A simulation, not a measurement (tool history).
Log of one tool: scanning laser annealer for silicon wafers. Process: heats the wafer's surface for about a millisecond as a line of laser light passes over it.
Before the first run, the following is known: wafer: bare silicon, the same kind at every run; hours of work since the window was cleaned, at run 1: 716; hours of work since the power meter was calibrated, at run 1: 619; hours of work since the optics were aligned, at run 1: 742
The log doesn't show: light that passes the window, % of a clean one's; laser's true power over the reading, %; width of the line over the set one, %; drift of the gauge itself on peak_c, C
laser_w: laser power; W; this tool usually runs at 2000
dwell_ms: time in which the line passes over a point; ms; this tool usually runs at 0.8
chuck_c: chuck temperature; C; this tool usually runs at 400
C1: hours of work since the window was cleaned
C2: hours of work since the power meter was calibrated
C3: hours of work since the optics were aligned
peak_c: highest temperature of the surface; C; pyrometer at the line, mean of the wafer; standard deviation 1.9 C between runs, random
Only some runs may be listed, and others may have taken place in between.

{"run": 1, "hour": 0.0, "laser_w": 2000, "dwell_ms": 0.8, "chuck_c": 400, "C1": 716, "C2": 619, "C3": 742, "peak_c": 1103}
{"run": 2, "hour": 24.6, "laser_w": 2000, "dwell_ms": 0.952, "chuck_c": 400, "C1": 734, "C2": 638, "C3": 761, "peak_c": 1176}
{"run": 3, "hour": 35.5, "laser_w": 1848, "dwell_ms": 0.8, "chuck_c": 400, "C1": 743, "C2": 646, "C3": 769, "peak_c": 1033}
{"run": 4, "hour": 55.8, "laser_w": 1848, "dwell_ms": 0.8, "chuck_c": 400, "C1": 758, "C2": 661, "C3": 784, "peak_c": 1037}
{"run": 5, "hour": 77.1, "laser_w": 1848, "dwell_ms": 0.8, "chuck_c": 400, "C1": 774, "C2": 677, "C3": 801, "peak_c": 1034}
{"run": 6, "hour": 87.6, "laser_w": 1848, "dwell_ms": 0.8, "chuck_c": 400, "C1": 782, "C2": 685, "C3": 809, "peak_c": 1037}
{"run": 7, "hour": 98.8, "laser_w": 2000, "dwell_ms": 0.748, "chuck_c": 400, "C1": 791, "C2": 694, "C3": 817, "peak_c": 1076}
{"run": 8, "hour": 117.8, "laser_w": 1868, "dwell_ms": 0.8, "chuck_c": 400, "C1": 805, "C2": 708, "C3": 831, "peak_c": 1041}
{"run": 9, "hour": 133.4, "laser_w": 1868, "dwell_ms": 0.8, "chuck_c": 400, "C1": 817, "C2": 720, "C3": 843, "peak_c": 1044}
{"run": 10, "hour": 149.3, "laser_w": 1868, "dwell_ms": 0.8, "chuck_c": 400, "C1": 829, "C2": 732, "C3": 855, "peak_c": 1047}
{"run": 11, "hour": 163.5, "laser_w": 2000, "dwell_ms": 0.594, "chuck_c": 400, "C1": 840, "C2": 743, "C3": 866, "peak_c": 993}
{"run": 12, "hour": 187.3, "laser_w": 2000, "dwell_ms": 0.8, "chuck_c": 368, "C1": 858, "C2": 761, "C3": 884, "peak_c": 1065}
{"hour": 197.2, "done": "window over the wafer cleaned"}
{"run": 13, "hour": 208.5, "laser_w": 2000, "dwell_ms": 0.8, "chuck_c": 368, "C1": 9, "C2": 775, "C3": 899, "peak_c": 1071}
{"run": 14, "hour": 227.1, "laser_w": 2000, "dwell_ms": 0.8, "chuck_c": 368, "C1": 23, "C2": 789, "C3": 913, "peak_c": 1071}
{"run": 15, "hour": 246.3, "laser_w": 2000, "dwell_ms": 0.8, "chuck_c": 368, "C1": 37, "C2": 804, "C3": 927, "peak_c": 1068}
{"run": 16, "hour": 258.4, "laser_w": 2000, "dwell_ms": 0.8, "chuck_c": 368, "C1": 46, "C2": 813, "C3": 936, "peak_c": 1070}
{"run": 17, "hour": 278.3, "laser_w": 1850, "dwell_ms": 0.997, "chuck_c": 431, "C1": 61, "C2": 828, "C3": 951, "peak_c": 1151}
{"run": 18, "hour": 301.1, "laser_w": 1769, "dwell_ms": 0.606, "chuck_c": 400, "C1": 79, "C2": 845, "C3": 969, "peak_c": 919}
{"run": 19, "hour": 317.0, "laser_w": 2000, "dwell_ms": 0.898, "chuck_c": 400, "C1": 91, "C2": 857, "C3": 981, "peak_c": 1151}
{"run": 20, "hour": 335.4, "laser_w": 2038, "dwell_ms": 0.677, "chuck_c": 400, "C1": 105, "C2": 871, "C3": 994, "peak_c": 1057}
{"run": 21, "hour": 346.0, "laser_w": 2058, "dwell_ms": 0.931, "chuck_c": 413, "C1": 113, "C2": 879, "C3": 1003, "peak_c": 1207}
{"run": 22, "hour": 360.6, "laser_w": 1845, "dwell_ms": 0.864, "chuck_c": 400, "C1": 124, "C2": 890, "C3": 1013, "peak_c": 1062}
{"run": 23, "hour": 380.3, "laser_w": 1988, "dwell_ms": 0.962, "chuck_c": 400, "C1": 139, "C2": 905, "C3": 1028, "peak_c": 1173}
{"run": 24, "hour": 403.4, "laser_w": 1988, "dwell_ms": 0.962, "chuck_c": 400, "C1": 156, "C2": 923, "C3": 1046, "peak_c": 1175}
{"run": 25, "hour": 423.3, "laser_w": 1856, "dwell_ms": 0.8, "chuck_c": 421, "C1": 171, "C2": 938, "C3": 1061, "peak_c": 1060}
{"run": 26, "hour": 446.5, "laser_w": 2000, "dwell_ms": 0.996, "chuck_c": 395, "C1": 189, "C2": 955, "C3": 1079, "peak_c": 1187}

Run 27 comes next. What will it give?
{"run": 27, "hour": 464.7, "laser_w": 2000, "dwell_ms": 0.996, "chuck_c": 391, "C1": 202, "C2": 969, "C3": 1092, "peak_c": "?"}

peak_c: 1183 C
On a tool with no hidden condition, and with the same random variation, this run would have come out at peak_c 1184 C.
